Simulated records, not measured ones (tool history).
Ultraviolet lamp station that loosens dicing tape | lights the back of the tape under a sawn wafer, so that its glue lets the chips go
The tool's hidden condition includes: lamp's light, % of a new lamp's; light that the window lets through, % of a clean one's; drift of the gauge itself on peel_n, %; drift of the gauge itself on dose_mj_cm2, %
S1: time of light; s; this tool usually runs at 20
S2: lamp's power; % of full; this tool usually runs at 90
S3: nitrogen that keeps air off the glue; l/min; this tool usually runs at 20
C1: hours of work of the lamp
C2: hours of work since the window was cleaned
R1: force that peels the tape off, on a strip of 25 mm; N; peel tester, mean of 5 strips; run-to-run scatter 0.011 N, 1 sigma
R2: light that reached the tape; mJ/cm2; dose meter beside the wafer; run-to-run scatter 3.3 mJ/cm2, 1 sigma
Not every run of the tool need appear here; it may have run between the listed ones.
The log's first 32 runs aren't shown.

run	day	S1	S2	S3	C1	C2	R1	R2
33	32.579	16	70	18	870	126	0.976	321
34	33.688	38	71	18	891	147	0.297	770
35	34.758	12	78	16	911	168	1.313	270
36	35.975	12	98	16	934	190	0.955	336
37	37.312	10	90	20	959	216	1.235	258
38	38.588	10	90	20	983	240	1.272	256
# day 39.246: window cleaned of glue's vapour
39	40.142	40	90	8	1012	17	0.3	1036
40	40.942	40	90	8	1027	32	0.283	1027
41	42.188	40	90	29	1050	55	0.249	1045
42	42.842	20	90	7	1063	68	0.78	518
43	44	20	90	7	1085	89	0.766	515

Below are 3 alternative next runs, each starting from the tool's condition after run 43. Predict each:
A	44.942	20	99	7	1102	107	?	?
B	44.942	17	98	7	1102	107	?	?
C	44.942	13	90	20	1102	107	?	?

run	R1	R2
A	0.653	566
B	0.851	477
C	0.878	334
What these runs would have given with no unlogged condition in the tool:
run	R1	R2
A	0.651	568
B	0.849	478
C	0.876	335

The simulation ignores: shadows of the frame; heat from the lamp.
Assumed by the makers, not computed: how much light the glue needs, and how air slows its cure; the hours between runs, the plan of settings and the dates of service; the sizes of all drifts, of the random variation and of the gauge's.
